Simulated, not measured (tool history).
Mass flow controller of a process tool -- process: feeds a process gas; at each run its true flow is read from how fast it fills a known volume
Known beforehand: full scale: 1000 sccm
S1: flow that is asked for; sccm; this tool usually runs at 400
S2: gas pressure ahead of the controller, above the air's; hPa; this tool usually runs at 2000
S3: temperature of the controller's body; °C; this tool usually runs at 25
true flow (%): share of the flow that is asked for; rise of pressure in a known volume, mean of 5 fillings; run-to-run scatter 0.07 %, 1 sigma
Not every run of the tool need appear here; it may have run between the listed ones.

run 1 hour=0.0 | S1=400 S2=2000 S3=25 | true_flow_(%)=98.01
run 2 hour=80.4 | S1=283 S2=2000 S3=25 | true_flow_(%)=97.77
run 3 hour=152.1 | S1=283 S2=2000 S3=25 | true_flow_(%)=97.63
run 4 hour=318.5 | S1=283 S2=2000 S3=25 | true_flow_(%)=97.51
run 5 hour=418.9 | S1=400 S2=2000 S3=25 | true_flow_(%)=97.86
run 6 hour=517.4 | S1=400 S2=2000 S3=32 | true_flow_(%)=97.11
run 7 hour=654.2 | S1=400 S2=2000 S3=32 | true_flow_(%)=97.04
run 8 hour=726.5 | S1=475 S2=2000 S3=32 | true_flow_(%)=97.31
run 9 hour=856.6 | S1=475 S2=2000 S3=32 | true_flow_(%)=97.17
run 10 hour=1002.5 | S1=475 S2=2000 S3=32 | true_flow_(%)=97.10
run 11 hour=1171.4 | S1=475 S2=1870 S3=32 | true_flow_(%)=96.86
run 12 hour=1314.9 | S1=475 S2=1870 S3=32 | true_flow_(%)=96.87
run 13 hour=1485.4 | S1=475 S2=1870 S3=32 | true_flow_(%)=96.73
run 14 hour=1633.5 | S1=353 S2=2400 S3=25 | true_flow_(%)=96.95
run 15 hour=1712.2 | S1=353 S2=2400 S3=25 | true_flow_(%)=96.83
run 16 hour=1785.2 | S1=400 S2=2030 S3=38 | true_flow_(%)=95.82
run 17 hour=1903.6 | S1=400 S2=2030 S3=38 | true_flow_(%)=95.68
run 18 hour=2015.8 | S1=147 S2=2030 S3=20 | true_flow_(%)=96.27
run 19 hour=2129.0 | S1=543 S2=2550 S3=33 | true_flow_(%)=96.58
run 20 hour=2244.1 | S1=543 S2=2550 S3=33 | true_flow_(%)=96.49
run 21 hour=2336.3 | S1=543 S2=2550 S3=33 | true_flow_(%)=96.50
run 22 hour=2511.9 | S1=543 S2=1690 S3=22 | true_flow_(%)=97.00
run 23 hour=2683.0 | S1=707 S2=2030 S3=22 | true_flow_(%)=97.49
run 24 hour=2791.1 | S1=707 S2=2030 S3=22 | true_flow_(%)=97.53
run 25 hour=2952.0 | S1=350 S2=1970 S3=28 | true_flow_(%)=95.73
run 26 hour=3121.7 | S1=276 S2=2000 S3=22 | true_flow_(%)=95.75

Some steps in true flow (%), run to run, broken into two amounts with sign: the step expected even without the hidden condition (settings, incoming material, random variation), and the rest, left for the hidden condition together with whatever gauge scatter is not in both the measured and the hidden-condition-free result:
Unlogged tool condition in this case: flow at rest that the sensor doesn't see, % of full scale; true flow over the shown one, %; drift of the gauge itself on true_pct, %.
Run 15 -> 16: S1 353 -> 400, S2 2400 -> 2030, S3 25 -> 38. true flow (%) -1.01: hidden state -0.03, all else -0.98.
Run 21 -> 22: S2 2550 -> 1690, S3 33 -> 22. true flow (%) +0.50: hidden state -0.13, all else +0.63.
Run 22 -> 23: S1 543 -> 707, S2 1690 -> 2030. true flow (%) +0.49: hidden state -0.13, all else +0.62.
Run 24 -> 25: S1 707 -> 350, S2 2030 -> 1970, S3 22 -> 28. true flow (%) -1.80: hidden state -0.07, all else -1.73.
